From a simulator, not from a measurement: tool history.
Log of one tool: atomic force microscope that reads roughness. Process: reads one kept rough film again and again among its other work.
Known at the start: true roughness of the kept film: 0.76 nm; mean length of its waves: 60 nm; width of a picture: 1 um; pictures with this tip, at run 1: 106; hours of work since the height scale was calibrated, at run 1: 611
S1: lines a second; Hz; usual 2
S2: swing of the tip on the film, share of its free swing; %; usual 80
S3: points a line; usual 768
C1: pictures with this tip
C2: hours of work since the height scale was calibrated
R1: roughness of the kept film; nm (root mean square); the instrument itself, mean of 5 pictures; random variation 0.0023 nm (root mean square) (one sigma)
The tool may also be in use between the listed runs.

run 1 hour=0 | S1=2 S2=80 S3=768 | C1=106 C2=611 | R1=0.596
run 2 hour=20.9 | S1=2 S2=80 S3=768 | C1=141 C2=623 | R1=0.591
-- hour=30.8 new tip fitted
run 3 hour=57.7 | S1=2 S2=80 S3=768 | C1=46 C2=644 | R1=0.608
run 4 hour=86.6 | S1=2 S2=80 S3=563 | C1=94 C2=661 | R1=0.598
run 5 hour=109.1 | S1=2 S2=87 S3=768 | C1=133 C2=674 | R1=0.551
-- hour=124.5 new tip fitted
run 6 hour=138.2 | S1=2 S2=80 S3=627 | C1=23 C2=690 | R1=0.61
run 7 hour=163.1 | S1=2 S2=80 S3=627 | C1=65 C2=704 | R1=0.605
run 8 hour=197.9 | S1=2 S2=80 S3=627 | C1=124 C2=724 | R1=0.6
run 9 hour=213.6 | S1=2 S2=80 S3=627 | C1=150 C2=733 | R1=0.589
-- hour=219.8 new tip fitted
run 10 hour=244.3 | S1=2 S2=80 S3=627 | C1=41 C2=751 | R1=0.608
run 11 hour=280 | S1=1.11 S2=80 S3=768 | C1=101 C2=771 | R1=0.651
run 12 hour=311.1 | S1=1.11 S2=80 S3=768 | C1=154 C2=789 | R1=0.646
-- hour=314.8 new tip fitted
run 13 hour=331 | S1=2 S2=80 S3=977 | C1=28 C2=800 | R1=0.607
run 14 hour=360.4 | S1=2 S2=80 S3=768 | C1=77 C2=817 | R1=0.599
run 15 hour=390.9 | S1=2 S2=80 S3=768 | C1=129 C2=835 | R1=0.596
-- hour=408.1 new tip fitted
run 16 hour=416.1 | S1=2 S2=80 S3=768 | C1=13 C2=849 | R1=0.607
run 17 hour=453.8 | S1=2 S2=80 S3=768 | C1=77 C2=871 | R1=0.597
run 18 hour=477.2 | S1=2 S2=80 S3=768 | C1=117 C2=884 | R1=0.594
-- hour=502.7 new tip fitted
run 19 hour=506.8 | S1=2 S2=80 S3=768 | C1=7 C2=901 | R1=0.608
run 20 hour=544.5 | S1=2 S2=80 S3=768 | C1=70 C2=923 | R1=0.599
run 21 hour=568.6 | S1=2 S2=80 S3=768 | C1=111 C2=936 | R1=0.595
run 22 hour=593.4 | S1=2 S2=80 S3=768 | C1=153 C2=951 | R1=0.59
-- hour=597.1 new tip fitted
run 23 hour=631.3 | S1=2 S2=80 S3=768 | C1=58 C2=972 | R1=0.603
run 24 hour=648.9 | S1=2 S2=80 S3=389 | C1=88 C2=982 | R1=0.599
run 25 hour=665.8 | S1=2 S2=80 S3=768 | C1=116 C2=992 | R1=0.593
-- hour=691.2 new tip fitted
run 26 hour=700 | S1=2 S2=80 S3=768 | C1=14 C2=1011 | R1=0.61
run 27 hour=736.5 | S1=2 S2=80 S3=768 | C1=76 C2=1032 | R1=0.596
run 28 hour=770.8 | S1=2.57 S2=80 S3=768 | C1=134 C2=1052 | R1=0.566
-- hour=786.2 new tip fitted
run 29 hour=798.7 | S1=2 S2=62 S3=281 | C1=21 C2=1068 | R1=0.683
run 30 hour=816.3 | S1=2 S2=79 S3=863 | C1=51 C2=1078 | R1=0.608
run 31 hour=841 | S1=2 S2=79 S3=863 | C1=93 C2=1092 | R1=0.602
run 32 hour=858 | S1=2 S2=79 S3=863 | C1=121 C2=1102 | R1=0.602
run 33 hour=877.3 | S1=0.64 S2=83 S3=768 | C1=154 C2=1113 | R1=0.673
-- hour=880.1 new tip fitted
run 34 hour=901.5 | S1=0.64 S2=83 S3=768 | C1=36 C2=1127 | R1=0.683
run 35 hour=926.2 | S1=0.64 S2=83 S3=768 | C1=78 C2=1141 | R1=0.677
run 36 hour=952.2 | S1=0.64 S2=83 S3=614 | C1=122 C2=1156 | R1=0.667
-- hour=974.5 new tip fitted
run 37 hour=979.7 | S1=3.22 S2=65 S3=686 | C1=9 C2=1171 | R1=0.639
run 38 hour=1003.5 | S1=0.5 S2=65 S3=686 | C1=49 C2=1185 | R1=0.72
run 39 hour=1035.2 | S1=2 S2=80 S3=652 | C1=103 C2=1203 | R1=0.596
run 40 hour=1052.2 | S1=2 S2=80 S3=652 | C1=132 C2=1213 | R1=0.593
-- hour=1069 new tip fitted
run 41 hour=1081.7 | S1=2 S2=80 S3=652 | C1=22 C2=1230 | R1=0.605
run 42 hour=1109.1 | S1=2.91 S2=78 S3=642 | C1=68 C2=1246 | R1=0.561
run 43 hour=1140.4 | S1=2.91 S2=78 S3=642 | C1=121 C2=1264 | R1=0.56
-- hour=1164.3 new tip fitted
run 44 hour=1179.3 | S1=2.99 S2=80 S3=430 | C1=26 C2=1286 | R1=0.553
run 45 hour=1215.7 | S1=2.99 S2=80 S3=430 | C1=87 C2=1307 | R1=0.546
run 46 hour=1242.7 | S1=0.58 S2=80 S3=335 | C1=133 C2=1322 | R1=0.679
-- hour=1260.1 new tip fitted
run 47 hour=1260.9 | S1=0.58 S2=80 S3=335 | C1=1 C2=1332 | R1=0.697
run 48 hour=1299.6 | S1=0.58 S2=80 S3=335 | C1=67 C2=1355 | R1=0.686
run 49 hour=1324.4 | S1=2.67 S2=80 S3=448 | C1=109 C2=1369 | R1=0.561
run 50 hour=1348.2 | S1=2.45 S2=80 S3=768 | C1=149 C2=1383 | R1=0.566
-- hour=1355 new tip fitted
run 51 hour=1366.4 | S1=2.47 S2=59 S3=768 | C1=19 C2=1393 | R1=0.681

5 ways to go on from here, each from the tool as it stands after run 51. What would each give?
run A hour=1385.6 | S1=1.62 S2=83 S3=716 | C1=51 C2=1404 | R1=?
run B hour=1385.6 | S1=1.92 S2=71 S3=531 | C1=51 C2=1404 | R1=?
run C hour=1385.6 | S1=2.47 S2=71 S3=282 | C1=51 C2=1404 | R1=?
run D hour=1385.6 | S1=2.47 S2=72 S3=359 | C1=51 C2=1404 | R1=?
run E hour=1385.6 | S1=2 S2=88 S3=759 | C1=51 C2=1404 | R1=?

run=A R1=0.608
run=B R1=0.647
run=C R1=0.628
run=D R1=0.617
run=E R1=0.552
Without the tool's hidden state the same runs would have given:
run=A R1=0.621
run=B R1=0.661
run=C R1=0.642
run=D R1=0.631
run=E R1=0.564

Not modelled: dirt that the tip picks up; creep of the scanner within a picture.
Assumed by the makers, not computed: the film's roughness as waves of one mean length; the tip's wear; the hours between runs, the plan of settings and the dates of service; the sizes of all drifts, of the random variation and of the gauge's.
